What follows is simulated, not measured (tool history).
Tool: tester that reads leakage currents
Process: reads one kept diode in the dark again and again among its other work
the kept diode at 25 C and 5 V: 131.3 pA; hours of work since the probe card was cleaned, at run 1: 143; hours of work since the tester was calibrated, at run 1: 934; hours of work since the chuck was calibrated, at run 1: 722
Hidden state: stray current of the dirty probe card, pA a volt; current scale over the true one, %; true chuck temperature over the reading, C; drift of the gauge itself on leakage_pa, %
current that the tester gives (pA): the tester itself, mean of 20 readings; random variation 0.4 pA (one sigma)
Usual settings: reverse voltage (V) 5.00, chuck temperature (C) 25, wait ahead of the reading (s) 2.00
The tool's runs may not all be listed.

| run | hour | reverse voltage (V) | chuck temperature (C) | wait ahead of the reading (s) | hours of work since the probe card was cleaned | hours of work since the tester was calibrated | hours of work since the chuck was calibrated | current that the tester gives (pA) |
|---|---|---|---|---|---|---|---|---|
| 1 | 0.0 | 5.00 | 25 | 2.00 | 143 | 934 | 722 | 139.70 |
| 2 | 57.2 | 5.00 | 23 | 2.00 | 181 | 973 | 761 | 118.82 |
| 3 | 110.9 | 3.63 | 25 | 2.00 | 218 | 1009 | 797 | 117.15 |
| 4 | 143.3 | 3.63 | 25 | 2.00 | 239 | 1030 | 819 | 117.32 |
| 5 | 199.1 | 3.63 | 25 | 2.00 | 277 | 1068 | 856 | 117.71 |
| 6 | 228.3 | 3.63 | 25 | 2.00 | 297 | 1088 | 876 | 118.22 |
| 7 | 269.8 | 3.63 | 25 | 2.00 | 325 | 1116 | 904 | 118.79 |
|  | 305.3 | chuck's temperature calibrated |
| 8 | 321.7 | 3.63 | 25 | 2.00 | 358 | 1149 | 11 | 111.74 |
| 9 | 359.0 | 3.63 | 25 | 2.00 | 383 | 1174 | 36 | 112.50 |
| 10 | 409.7 | 3.63 | 25 | 2.00 | 417 | 1208 | 70 | 111.87 |
| 11 | 450.3 | 5.00 | 25 | 2.00 | 445 | 1236 | 98 | 135.64 |
| 12 | 504.8 | 1.50 | 25 | 2.00 | 481 | 1272 | 134 | 68.25 |
| 13 | 529.9 | 1.50 | 25 | 1.20 | 498 | 1289 | 151 | 68.79 |
| 14 | 555.9 | 1.50 | 25 | 1.20 | 516 | 1307 | 169 | 69.21 |
|  | 562.2 | probe card cleaned and baked |
| 15 | 590.0 | 5.00 | 25 | 2.00 | 19 | 1328 | 190 | 136.56 |
| 16 | 628.8 | 5.00 | 33 | 2.00 | 45 | 1354 | 216 | 262.92 |
|  | 671.9 | probe card cleaned and baked, once more |
| 17 | 673.3 | 4.97 | 33 | 0.99 | 1 | 1382 | 244 | 260.23 |
| 18 | 702.0 | 4.97 | 33 | 0.99 | 20 | 1401 | 263 | 262.42 |
| 19 | 752.4 | 5.00 | 50 | 5.08 | 54 | 1435 | 297 | 944.80 |
| 20 | 798.5 | 2.18 | 54 | 7.55 | 85 | 1466 | 328 | 782.12 |
| 21 | 826.0 | 2.18 | 54 | 7.55 | 104 | 1485 | 346 | 785.12 |
| 22 | 871.3 | 8.40 | 54 | 7.55 | 134 | 1515 | 377 | 1686.20 |
| 23 | 904.8 | 5.32 | 25 | 1.04 | 157 | 1538 | 400 | 144.14 |
| 24 | 949.4 | 5.33 | 52 | 2.00 | 187 | 1568 | 430 | 1140.12 |
| 25 | 993.6 | 5.00 | 25 | 0.51 | 217 | 1597 | 459 | 140.58 |
| 26 | 1029.7 | 12.86 | 25 | 1.98 | 241 | 1622 | 484 | 238.20 |
| 27 | 1055.9 | 12.86 | 25 | 1.98 | 258 | 1639 | 501 | 238.01 |
| 28 | 1088.8 | 6.04 | 32 | 7.12 | 281 | 1662 | 523 | 273.22 |

The next listed run, before its measurement:
| 29 | 1118.5 | 6.04 | 32 | 7.12 | 301 | 1682 | 543 | ? |

{"run 29": {"current that the tester gives (pA)": 272.76}}
Without the tool's hidden state the same run would have given current that the tester gives (pA) 259.08.

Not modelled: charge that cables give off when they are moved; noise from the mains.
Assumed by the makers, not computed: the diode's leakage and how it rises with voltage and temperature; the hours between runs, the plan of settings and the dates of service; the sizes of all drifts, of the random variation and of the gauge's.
